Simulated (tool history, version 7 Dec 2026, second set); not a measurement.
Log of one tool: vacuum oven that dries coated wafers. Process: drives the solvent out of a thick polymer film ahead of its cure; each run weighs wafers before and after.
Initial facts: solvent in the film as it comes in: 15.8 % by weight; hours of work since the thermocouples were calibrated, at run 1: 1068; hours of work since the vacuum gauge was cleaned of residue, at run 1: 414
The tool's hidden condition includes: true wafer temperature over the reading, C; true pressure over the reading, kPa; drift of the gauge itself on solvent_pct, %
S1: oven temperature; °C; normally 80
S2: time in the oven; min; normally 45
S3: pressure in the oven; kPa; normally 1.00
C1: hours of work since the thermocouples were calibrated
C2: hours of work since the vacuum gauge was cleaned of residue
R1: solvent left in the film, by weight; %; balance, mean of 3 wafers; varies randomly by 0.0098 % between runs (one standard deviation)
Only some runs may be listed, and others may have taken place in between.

run   hour  S1  S2    S3    C1   C2     R1
  1    0.0  80  45  1.00  1068  414  1.012
  2    8.2  80  45  1.00  1074  420  1.013
  3   15.8  80  45  1.00  1080  426  1.035
  4   29.1  80  45  1.00  1090  436  0.996
  5   38.4  80  48  1.00  1097  443  0.941
  6   47.5  80  48  1.00  1104  450  0.943
  7   60.7  80  48  1.00  1114  460  0.922
  8   70.2  76  45  1.00  1121  467  1.424
  9   85.8  76  45  1.00  1133  479  1.431
 10   99.0  80  40  1.00  1143  489  1.184
 11  106.7  80  40  1.00  1149  495  1.212
 12  118.2  80  40  1.01  1158  503  1.210
 13  131.5  80  33  1.01  1168  514  1.613
 14  143.1  80  33  1.13  1177  522  1.682
 15  151.9  69  45  1.00  1184  529  2.543
 16  167.3  69  45  1.00  1195  541  2.532
 17  175.3  69  45  1.00  1201  547  2.528
 18  186.0  69  45  1.00  1210  555  2.521
 19  193.3  69  45  1.00  1215  561  2.519
 20  207.2  69  45  1.23  1226  571  2.707
 21  217.7  69  45  0.95  1234  579  2.473
 22  229.8  80  45  1.00  1243  588  1.007
 23  244.6  80  45  1.00  1254  600  1.006
     247.4  -- oven's thermocouples calibrated
 24  261.5  80  27  1.00    11  611  1.986
 25  268.6  80  27  1.00    16  616  1.980
 26  277.4  72  27  3.04    23  623  4.795
 27  292.3  92  27  2.47    34  634  1.193
 28  308.1  93  45  1.00    46  646  0.389
     311.6  -- oven's thermocouples calibrated, once more
 29  317.4  93  39  3.90     4  652  1.633
 30  333.5  80  32  0.88    17  664  2.011
 31  346.5  70  45  2.41    27  674  4.004
 32  356.3  93  55  3.04    34  682  1.205
 33  367.7  80  26  2.23    43  690  3.397
 34  377.4  68  24  1.00    50  698  5.856
 35  391.2  69  56  1.16    61  708  2.502
 36  402.0  83  31  1.03    69  716  1.694
 37  411.3  73  52  2.33    76  723  2.905
 38  426.0  73  52  2.33    87  735  2.908
 39  437.0  94  52  2.33    95  743  0.911
 40  449.8  66  45  0.77   105  753  3.486
 41  457.0  87  45  2.62   111  758  1.474
 42  471.8  87  61  2.62   122  769  1.323
 43  481.8  87  61  2.62   130  777  1.351
 44  489.7  69  61  2.62   136  783  3.599
 45  500.6  69  61  2.62   144  791  3.588
 46  511.7  91  26  1.00   152  800  1.108
 47  521.1  91  26  1.00   159  807  1.097

Here are 3 independent what-if runs from the current tool condition. What would each one return?
  A  527.9  80  37  3.86  165  812   ?
  B  527.9  72  45  0.93  165  812   ?
  C  527.9  91  26  0.52  165  812   ?

run     R1
  A  3.297
  B  2.354
  C  0.910
With the hidden condition removed and each run's random variation left untouched, the same runs would have given:
run     R1
  A  3.231
  B  2.260
  C  0.864
